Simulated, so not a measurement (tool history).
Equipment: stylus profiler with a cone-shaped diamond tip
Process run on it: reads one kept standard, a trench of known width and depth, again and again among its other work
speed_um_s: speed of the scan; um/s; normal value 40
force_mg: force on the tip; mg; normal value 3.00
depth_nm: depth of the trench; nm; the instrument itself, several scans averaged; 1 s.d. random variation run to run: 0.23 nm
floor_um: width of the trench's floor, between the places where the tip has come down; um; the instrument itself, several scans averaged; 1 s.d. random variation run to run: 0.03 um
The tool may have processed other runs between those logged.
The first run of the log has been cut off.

{"run": 2, "day": 0.729, "speed_um_s": 40, "force_mg": 3.0, "depth_nm": 1012.45, "floor_um": 24.48}
{"run": 3, "day": 1.483, "speed_um_s": 40, "force_mg": 3.0, "depth_nm": 1013.56, "floor_um": 24.45}
{"run": 4, "day": 2.004, "speed_um_s": 52, "force_mg": 3.0, "depth_nm": 1013.47, "floor_um": 24.36}
{"run": 5, "day": 2.767, "speed_um_s": 40, "force_mg": 3.0, "depth_nm": 1013.08, "floor_um": 24.39}
{"run": 6, "day": 3.629, "speed_um_s": 40, "force_mg": 3.0, "depth_nm": 1013.43, "floor_um": 24.34}
{"run": 7, "day": 4.621, "speed_um_s": 40, "force_mg": 3.0, "depth_nm": 1013.4, "floor_um": 24.31}
{"run": 8, "day": 5.604, "speed_um_s": 40, "force_mg": 3.0, "depth_nm": 1013.45, "floor_um": 24.26}
{"run": 9, "day": 6.071, "speed_um_s": 40, "force_mg": 3.0, "depth_nm": 1013.66, "floor_um": 24.18}
{"run": 10, "day": 6.992, "speed_um_s": 110, "force_mg": 3.0, "depth_nm": 1013.52, "floor_um": 23.82}
{"run": 11, "day": 7.475, "speed_um_s": 51, "force_mg": 3.0, "depth_nm": 1013.04, "floor_um": 24.14}
{"run": 12, "day": 8.088, "speed_um_s": 40, "force_mg": 2.24, "depth_nm": 1011.92, "floor_um": 24.13}
{"run": 13, "day": 8.679, "speed_um_s": 26, "force_mg": 3.0, "depth_nm": 1013.78, "floor_um": 24.2}
{"run": 14, "day": 9.204, "speed_um_s": 62, "force_mg": 3.0, "depth_nm": 1013.36, "floor_um": 23.97}
{"run": 15, "day": 9.942, "speed_um_s": 40, "force_mg": 2.3, "depth_nm": 1011.84, "floor_um": 23.94}
{"run": 16, "day": 10.45, "speed_um_s": 53, "force_mg": 6.44, "depth_nm": 1020.96, "floor_um": 24.04}

Run 17 has not been measured yet. What should we expect?
{"run": 17, "day": 11.204, "speed_um_s": 53, "force_mg": 6.44, "depth_nm": "?", "floor_um": "?"}

Run 17 yielded depth_nm 1021.28 nm, floor_um 24.02 um.
With no hidden state in the tool, this same run would have given depth_nm 1018.34 nm, floor_um 25.79 um.

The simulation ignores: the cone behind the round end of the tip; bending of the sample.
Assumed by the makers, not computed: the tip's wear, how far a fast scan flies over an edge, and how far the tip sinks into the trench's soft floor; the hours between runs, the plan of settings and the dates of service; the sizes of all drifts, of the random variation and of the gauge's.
